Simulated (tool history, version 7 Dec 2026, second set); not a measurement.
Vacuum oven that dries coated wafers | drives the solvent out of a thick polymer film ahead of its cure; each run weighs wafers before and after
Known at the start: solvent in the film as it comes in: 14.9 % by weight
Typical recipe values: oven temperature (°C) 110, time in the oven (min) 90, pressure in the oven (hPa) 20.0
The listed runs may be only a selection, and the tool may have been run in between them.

Run 1, hour 0.0: usual settings. Result: solvent left in the film (%) 2.13.
Run 2, hour 108.9: usual settings but pressure in the oven (hPa) 67.1. Result: solvent left in the film (%) 3.85.
Run 3, hour 206.8: usual settings but time in the oven (min) 89, pressure in the oven (hPa) 67.1. Result: solvent left in the film (%) 3.90.
Run 4, hour 307.4: usual settings. Result: solvent left in the film (%) 2.18.
Run 5, hour 379.1: usual settings but oven temperature (°C) 103. Result: solvent left in the film (%) 3.61.
Run 6, hour 446.8: usual settings. Result: solvent left in the film (%) 2.21.
Run 7, hour 550.6: usual settings. Result: solvent left in the film (%) 2.20.
At hour 579.7: oven's thermocouples calibrated.
Run 8, hour 605.7: usual settings. Result: solvent left in the film (%) 1.99.
Run 9, hour 716.7: usual settings. Result: solvent left in the film (%) 2.07.
Run 10, hour 769.0: usual settings. Result: solvent left in the film (%) 2.15.
At hour 778.7: vacuum gauge cleaned of residue and calibrated.
Run 11, hour 831.7: usual settings but oven temperature (°C) 109. Result: solvent left in the film (%) 2.38.
Run 12, hour 935.6: usual settings but oven temperature (°C) 107. Result: solvent left in the film (%) 2.74.
Run 13, hour 998.7: usual settings but oven temperature (°C) 96, time in the oven (min) 56, pressure in the oven (hPa) 71.5. Result: solvent left in the film (%) 9.20.
Run 14, hour 1094.0: usual settings but oven temperature (°C) 104, time in the oven (min) 72, pressure in the oven (hPa) 11.0. Result: solvent left in the film (%) 3.91.
At hour 1165.3: vacuum gauge cleaned of residue and calibrated, once more.
Run 15, hour 1194.1: usual settings but oven temperature (°C) 104, time in the oven (min) 72, pressure in the oven (hPa) 11.0. Result: solvent left in the film (%) 3.65.
Run 16, hour 1245.4: usual settings but oven temperature (°C) 104, time in the oven (min) 72, pressure in the oven (hPa) 11.0. Result: solvent left in the film (%) 3.66.
Run 17, hour 1328.3: usual settings but oven temperature (°C) 108, time in the oven (min) 111, pressure in the oven (hPa) 12.2. Result: solvent left in the film (%) 1.43.
Run 18, hour 1393.7: usual settings but oven temperature (°C) 108, time in the oven (min) 111, pressure in the oven (hPa) 12.2. Result: solvent left in the film (%) 1.43.
Run 19, hour 1442.2: usual settings but oven temperature (°C) 108, time in the oven (min) 121, pressure in the oven (hPa) 52.4. Result: solvent left in the film (%) 3.08.
Run 20, hour 1504.5: usual settings but oven temperature (°C) 96. Result: solvent left in the film (%) 5.26.

Some steps in solvent left in the film (%), run to run, broken into two amounts with sign: the step expected even without the hidden condition (settings, incoming material, random variation), and the rest, left for the hidden condition together with whatever gauge scatter is not in both the measured and the hidden-condition-free result:
The tool's hidden condition here consists of: true wafer temperature over the reading, C; true pressure over the reading, kPa; drift of the gauge itself on solvent_pct, %.
Run 12 -> 13: oven temperature (°C) 107 -> 96, time in the oven (min) 90 -> 56, pressure in the oven (hPa) 20.0 -> 71.5. solvent left in the film (%) +6.46: hidden state +0.04, all else +6.42.
Run 13 -> 14: oven temperature (°C) 96 -> 104, time in the oven (min) 56 -> 72, pressure in the oven (hPa) 71.5 -> 11.0. solvent left in the film (%) -5.29: hidden state +0.02, all else -5.31.
Run 14 -> 15: vacuum gauge cleaned of residue and calibrated, once more. solvent left in the film (%) -0.26: hidden state -0.29, all else +0.03.
Run 19 -> 20: oven temperature (°C) 108 -> 96, time in the oven (min) 121 -> 90, pressure in the oven (hPa) 52.4 -> 20.0. solvent left in the film (%) +2.18: hidden state +0.11, all else +2.07.
